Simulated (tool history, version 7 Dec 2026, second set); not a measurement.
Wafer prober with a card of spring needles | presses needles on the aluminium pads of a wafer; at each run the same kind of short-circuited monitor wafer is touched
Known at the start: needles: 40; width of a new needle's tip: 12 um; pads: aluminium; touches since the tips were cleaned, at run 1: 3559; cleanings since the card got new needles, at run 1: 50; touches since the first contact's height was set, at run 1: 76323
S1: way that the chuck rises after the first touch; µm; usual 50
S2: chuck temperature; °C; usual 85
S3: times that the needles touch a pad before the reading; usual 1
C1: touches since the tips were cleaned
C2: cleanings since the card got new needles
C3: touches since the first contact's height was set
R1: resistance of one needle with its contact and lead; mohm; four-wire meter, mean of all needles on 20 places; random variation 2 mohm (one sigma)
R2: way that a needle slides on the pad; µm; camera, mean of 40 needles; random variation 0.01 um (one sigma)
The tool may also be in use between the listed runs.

run     day  S1   S2  S3    C1  C2      C3   R1     R2
  1   0.000  50   85   1  3559  50   76323  219  10.56
      0.608  -- tips cleaned on abrasive film
  2   1.354  50   85   2  5580  51   86406  219  10.57
      1.725  -- tips cleaned on abrasive film
      2.758  -- tips cleaned on abrasive film
  3   3.204  50   85   2  3339  53  100158  219  10.54
      3.842  -- tips cleaned on abrasive film
      4.083  -- height of the first contact set anew
  4   4.208  50   85   2  2652  54     933  219  10.53
      4.938  -- tips cleaned on abrasive film
  5   5.183  50   85   1  1853  55    8202  224  10.50
      5.950  -- tips cleaned on abrasive film
  6   6.138  50   85   1  1411  56   15284  220  10.51
      7.050  -- tips cleaned on abrasive film
  7   7.671  50   85   1  4624  57   26691  218  10.48
      8.125  -- tips cleaned on abrasive film
  8   8.704  50   85   1  4336  58   34402  223  10.49
      9.158  -- tips cleaned on abrasive film
  9   9.733  50   85   1  4279  59   42030  221  10.46
     10.217  -- tips cleaned on abrasive film
 10  10.775  50   85   1  4157  60   49794  226  10.46
     11.271  -- tips cleaned on abrasive film
 11  12.108  50   85   1  6231  61   59710  221  10.44
     12.275  -- tips cleaned on abrasive film
     13.388  -- tips cleaned on abrasive film
 12  13.833  50   28   1  3354  63   72553  209  10.43
     14.462  -- tips cleaned on abrasive film
 13  14.846  35   28   1  2864  64   80083  211   7.30
     15.562  -- tips cleaned on abrasive film
 14  16.529  50   85   1  7238  65   92629  218  10.41
     16.683  -- tips cleaned on abrasive film
     17.725  -- tips cleaned on abrasive film
 15  18.279  50   85   1  4144  67  105624  215  10.39
     18.404  -- height of the first contact set anew
     18.817  -- tips cleaned on abrasive film
 16  19.354  50   85   1  3996  68    7051  220  10.39
     19.946  -- tips cleaned on abrasive film
 17  20.933  59   61   1  7384  69   18823  210  12.25
     21.075  -- tips cleaned on abrasive film
     22.129  -- tips cleaned on abrasive film
 18  22.638  59   61   1  3800  71   31494  210  12.20
     23.204  -- tips cleaned on abrasive film
     24.271  -- tips cleaned on abrasive film
 19  24.346  55   57   1   562  73   44200  210  11.37
     25.279  -- tips cleaned on abrasive film
 20  25.654  47  116   1  2795  74   53933  227   9.70
     26.317  -- tips cleaned on abrasive film
     27.354  -- tips cleaned on abrasive film
 21  27.504  54   54   2  1131  76   67683  214  11.12
 22  28.325  34   78   1  7260  76   73812  228   7.02
     28.467  -- tips cleaned on abrasive film
     29.475  -- tips cleaned on abrasive film
 23  29.812  34   28   1  2549  78   84871  211   7.00
     30.512  -- tips cleaned on abrasive film
 24  31.446  67   85   1  6981  79   97035  216  13.77
     31.608  -- gauge calibrated
     31.612  -- tips cleaned on abrasive film
     32.704  -- tips cleaned on abrasive film
     32.717  -- height of the first contact set anew
 25  32.717  50   26   2     0  81       0  206  10.55
     33.742  -- tips cleaned on abrasive film
 26  34.258  34   66   2  3844  82   11485  222   7.16
     34.896  -- tips cleaned on abrasive film
 27  35.700  50   35   3  6022  83   22238  209  10.54
     35.962  -- tips cleaned on abrasive film
     37.050  -- tips cleaned on abrasive film
 28  37.542  50   35   3  3679  85   35923  206  10.50
     38.092  -- tips cleaned on abrasive film
 29  38.996  50   35   3  6773  86   46754  209  10.51
     39.125  -- tips cleaned on abrasive film
     40.192  -- tips cleaned on abrasive film
 30  40.279  56   70   3   681  88   56286  215  11.75
     41.221  -- tips cleaned on abrasive film
 31  41.592  50   95   1  2760  89   66046  223  10.46

The same runs without the tool's hidden state, with the same run-to-run variation:
The hidden state here: debris on the tips, nm; way that the needles fall short of the set height, um; tips' diameter, um; drift of the gauge itself on contact_mohm, %; drift of the gauge itself on scrub_um, %.
run     R2
  1  10.56
  2  10.58
  3  10.57
  4  10.56
  5  10.54
  6  10.57
  7  10.54
  8  10.57
  9  10.55
 10  10.56
 11  10.54
 12  10.56
 13   7.39
 14  10.56
 15  10.56
 16  10.56
 17  12.47
 18  12.44
 19  11.60
 20   9.92
 21  11.39
 22   7.19
 23   7.18
 24  14.14
 25  10.56
 26   7.18
 27  10.58
 28  10.55
 29  10.58
 30  11.84
 31  10.55
R1: within 1 mohm of the measured result in every run.
